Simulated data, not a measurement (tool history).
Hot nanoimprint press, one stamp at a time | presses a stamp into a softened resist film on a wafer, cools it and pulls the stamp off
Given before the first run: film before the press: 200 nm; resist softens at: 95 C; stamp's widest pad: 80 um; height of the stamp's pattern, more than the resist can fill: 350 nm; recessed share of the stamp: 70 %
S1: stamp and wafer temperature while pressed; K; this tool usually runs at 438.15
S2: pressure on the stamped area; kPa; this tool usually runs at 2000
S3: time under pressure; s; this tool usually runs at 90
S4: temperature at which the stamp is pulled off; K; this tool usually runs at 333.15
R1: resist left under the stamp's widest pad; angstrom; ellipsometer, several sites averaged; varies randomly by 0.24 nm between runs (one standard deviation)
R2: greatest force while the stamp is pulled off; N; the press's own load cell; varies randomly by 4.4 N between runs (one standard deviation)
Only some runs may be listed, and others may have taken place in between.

run 1 hour=0 | S1=438.15 S2=2000 S3=90 S4=333.15 | R1=762 R2=335
run 2 hour=5.2 | S1=438.15 S2=2000 S3=90 S4=333.15 | R1=762 R2=326
run 3 hour=11 | S1=438.15 S2=1320 S3=90 S4=333.15 | R1=948 R2=335
run 4 hour=15.7 | S1=438.15 S2=1320 S3=90 S4=333.15 | R1=952 R2=345
run 5 hour=25.1 | S1=438.15 S2=2000 S3=90 S4=333.15 | R1=760 R2=339
run 6 hour=30.8 | S1=438.15 S2=2000 S3=90 S4=333.15 | R1=761 R2=327
run 7 hour=36.3 | S1=438.15 S2=2000 S3=113 S4=333.15 | R1=703 R2=341
-- hour=44 plate thermocouple calibrated
run 8 hour=49.3 | S1=438.15 S2=2000 S3=113 S4=333.15 | R1=678 R2=329
run 9 hour=55.6 | S1=438.15 S2=2000 S3=113 S4=333.15 | R1=676 R2=338
run 10 hour=62.6 | S1=438.15 S2=1400 S3=90 S4=333.15 | R1=891 R2=325
run 11 hour=70.5 | S1=438.15 S2=1400 S3=90 S4=333.15 | R1=887 R2=328
run 12 hour=75.8 | S1=438.15 S2=2000 S3=90 S4=337.15 | R1=735 R2=306
run 13 hour=84.6 | S1=438.15 S2=2000 S3=90 S4=319.15 | R1=736 R2=459
run 14 hour=94.5 | S1=438.15 S2=2000 S3=90 S4=319.15 | R1=738 R2=447
run 15 hour=102.3 | S1=436.15 S2=2000 S3=90 S4=333.15 | R1=783 R2=353
run 16 hour=112.3 | S1=426.15 S2=2000 S3=90 S4=333.15 | R1=1067 R2=352
run 17 hour=120.2 | S1=444.15 S2=2000 S3=67 S4=338.15 | R1=691 R2=290
run 18 hour=130.1 | S1=444.15 S2=2000 S3=67 S4=338.15 | R1=693 R2=305
run 19 hour=139.9 | S1=444.15 S2=2000 S3=67 S4=326.15 | R1=691 R2=399
run 20 hour=145.8 | S1=438.15 S2=2200 S3=161 S4=325.15 | R1=561 R2=424
run 21 hour=150.5 | S1=438.15 S2=2200 S3=161 S4=325.15 | R1=563 R2=408
run 22 hour=157.2 | S1=431.15 S2=1300 S3=71 S4=334.15 | R1=1210 R2=349
run 23 hour=166.2 | S1=431.15 S2=1300 S3=71 S4=334.15 | R1=1217 R2=333
run 24 hour=175.8 | S1=449.15 S2=1300 S3=71 S4=328.15 | R1=749 R2=390
run 25 hour=183.8 | S1=449.15 S2=2010 S3=56 S4=321.15 | R1=647 R2=459
run 26 hour=190.5 | S1=432.15 S2=2000 S3=169 S4=324.15 | R1=709 R2=434
run 27 hour=195.7 | S1=432.15 S2=2170 S3=47 S4=338.15 | R1=1062 R2=317
run 28 hour=205.1 | S1=438.15 S2=2000 S3=90 S4=321.15 | R1=740 R2=479
run 29 hour=213 | S1=438.15 S2=2000 S3=90 S4=321.15 | R1=739 R2=459
run 30 hour=223.3 | S1=438.15 S2=2400 S3=122 S4=322.15 | R1=599 R2=454

Consider 4 possible next runs. They are alternatives, not a sequence: every one starts from the tool as it was left by run 30. What does each give?
run A hour=233.2 | S1=438.15 S2=2400 S3=122 S4=329.15 | R1=? R2=?
run B hour=233.2 | S1=438.15 S2=2000 S3=90 S4=324.15 | R1=? R2=?
run C hour=233.2 | S1=441.15 S2=1420 S3=122 S4=319.15 | R1=? R2=?
run D hour=233.2 | S1=438.15 S2=1920 S3=90 S4=333.15 | R1=? R2=?

run=A R1=595 R2=401
run=B R1=743 R2=447
run=C R1=729 R2=470
run=D R1=762 R2=360
Take away the tool's hidden state, keep each run's random variation, and the runs would have read:
run=A R1=589 R2=238
run=B R1=737 R2=266
run=C R1=725 R2=280
run=D R1=756 R2=215
